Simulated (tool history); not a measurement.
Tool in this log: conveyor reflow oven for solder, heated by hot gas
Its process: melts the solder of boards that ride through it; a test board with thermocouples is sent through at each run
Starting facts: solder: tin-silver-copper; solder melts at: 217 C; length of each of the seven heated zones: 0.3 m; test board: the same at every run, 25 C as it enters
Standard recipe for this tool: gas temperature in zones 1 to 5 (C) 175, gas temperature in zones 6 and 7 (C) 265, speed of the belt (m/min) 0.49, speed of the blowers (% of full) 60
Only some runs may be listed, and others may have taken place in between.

run	hour	gas temperature in zones 1 to 5 (C)	gas temperature in zones 6 and 7 (C)	speed of the belt (m/min)	speed of the blowers (% of full)	highest temperature of the board (C)	time above the solder's melting point (s)
1	0	175	265	0.49	60	245.5	48.7
2	20.3	175	265	0.49	60	245.2	48.8
3	45.1	175	265	0.49	60	245.4	48.5
4	60	175	265	0.49	60	245.2	49.1
5	91.8	175	265	0.49	60	245.3	48.8
6	115.9	187	265	0.49	60	247.6	55.8
7	145.7	175	265	0.49	60	245.2	48.3
8	172.5	175	265	0.49	60	245.3	48.8
9	192.5	175	265	0.49	60	245.4	48.8
10	214.1	175	265	0.49	60	245.3	48.5
11	237.8	175	265	0.49	60	245.4	48.2
12	255.3	175	265	0.49	60	245	48.6
13	274.3	175	265	0.49	60	245	48.5
14	297.9	175	265	0.49	60	244.9	48.4
15	313.2	175	265	0.49	60	245.4	48.2
16	347.9	185	270	0.433	63	256.3	69.8
17	365.6	187	271	0.434	76	260.3	73.4
18	380.4	187	271	0.51	66	253.4	57.2
19	399	175	265	0.564	77	245.8	43.1
20	430.9	175	265	0.528	63	243.8	43.3
21	455.4	175	265	0.528	63	243.8	43.5
22	479.1	189	265	0.528	63	247.1	51.2
23	504.1	189	265	0.528	63	247.2	51.2
# hour 516.4: thermocouples of zones 6 and 7 changed
24	539.9	168	265	0.516	63	242.8	41.4
25	561	168	265	0.516	63	242.9	41.3
26	593.2	186	272	0.393	74	263.1	82
# hour 619.7: belt drive overhauled, speed set with a stopwatch
27	632.9	163	277	0.559	59	245.9	38.6
28	660.9	180	277	0.59	62	249.2	43.1
29	694	180	277	0.59	62	249.7	43.4

Run 30 is up next; what results do you expect?
30	710.5	179	269	0.412	50	?	?

{"run 30": {"highest temperature of the board (C)": 251.4, "time above the solder's melting point (s)": 66}}
Were there no unlogged condition in the tool, this run, its random variation unchanged, would have produced highest temperature of the board (C) 251.5, time above the solder's melting point (s) 66.1.
